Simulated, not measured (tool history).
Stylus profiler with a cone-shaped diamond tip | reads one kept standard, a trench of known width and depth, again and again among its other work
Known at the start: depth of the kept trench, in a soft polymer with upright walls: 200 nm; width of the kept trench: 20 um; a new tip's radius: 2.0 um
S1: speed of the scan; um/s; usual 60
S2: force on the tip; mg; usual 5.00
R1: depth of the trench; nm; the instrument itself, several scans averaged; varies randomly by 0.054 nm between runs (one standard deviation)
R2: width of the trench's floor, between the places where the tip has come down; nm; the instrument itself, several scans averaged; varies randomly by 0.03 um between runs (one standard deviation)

run   hour   S1     S2      R1     R2
  1    0.0   60   5.00  202.92  18060
  2   16.7   60   3.80  202.33  17940
  3   45.3   60   3.80  202.30  18030
  4   67.4   60   3.80  202.28  17990
  5   84.6   60   3.80  202.33  18050
  6  114.6   60   3.80  202.34  18020
  7  147.2   60   3.80  202.35  17930
  8  185.1   60   7.41  203.75  18100
  9  214.4   60   7.41  203.65  18040
 10  231.8   60   3.43  202.21  18030
 11  251.8   27   5.92  203.18  18180
 12  269.2   27   5.92  203.20  18160
 13  285.6   27   5.92  203.20  18140
 14  309.7  103   5.56  203.06  17860
 15  338.0  103   6.00  203.28  17950
 16  355.5  108  13.72  205.52  17980
 17  376.7   37   9.83  204.41  18160
 18  401.6   76  14.47  205.86  18120
 19  423.8   60  11.94  205.05  18170
 20  443.8   60  11.94  205.17  18140

Consider 4 possible next runs. They are alternatives, not a sequence: every one starts from the tool as it was left by run 20. What does each give?
  A  459.9   19   7.46   ?   ?
  B  459.9   28   9.82   ?   ?
  C  459.9  106   2.06   ?   ?
  D  459.9  142  11.94   ?   ?

run      R1     R2
  A  203.74  18160
  B  204.41  18250
  C  201.63  17600
  D  205.12  17930
Without the tool's hidden state the same runs would have given:
run      R1     R2
  A  203.73  18160
  B  204.41  18250
  C  201.62  17600
  D  205.12  17930
